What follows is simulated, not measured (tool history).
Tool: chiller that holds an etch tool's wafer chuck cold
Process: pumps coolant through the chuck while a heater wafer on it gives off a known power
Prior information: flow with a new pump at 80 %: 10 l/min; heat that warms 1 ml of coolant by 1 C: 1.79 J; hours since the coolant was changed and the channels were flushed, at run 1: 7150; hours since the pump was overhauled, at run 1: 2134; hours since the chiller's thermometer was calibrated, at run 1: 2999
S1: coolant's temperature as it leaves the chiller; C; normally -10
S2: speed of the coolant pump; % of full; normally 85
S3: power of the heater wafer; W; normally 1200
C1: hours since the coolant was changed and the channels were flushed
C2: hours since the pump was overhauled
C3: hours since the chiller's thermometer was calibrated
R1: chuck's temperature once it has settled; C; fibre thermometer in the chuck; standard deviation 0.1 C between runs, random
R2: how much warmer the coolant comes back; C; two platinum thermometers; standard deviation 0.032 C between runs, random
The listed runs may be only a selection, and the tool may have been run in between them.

run   hour   S1  S2    S3    C1    C2    C3    R1    R2
  1    0.0  -10  85  1200  7150  2134  2999  -1.5  3.82
  2   26.7  -10  85  1200  7177  2161  3026  -1.5  3.80
  3   90.1  -10  85   612  7240  2224  3089  -5.7  1.91
  4  143.8  -10  85  1200  7294  2278  3143  -1.6  3.86
  5  194.4   -6  85  1200  7345  2328  3193   2.5  3.80
  6  227.4  -19  89  1552  7378  2361  3226  -8.3  4.75

The next listed run, before its measurement:
  7  257.4  -4  82  874  7408  2391  3256   ?   ?

Run 7 produced R1 2.4 C, R2 2.94 C.
The same run, on a tool lacking any hidden state, would have yielded R1 2.4 C, R2 2.86 C.
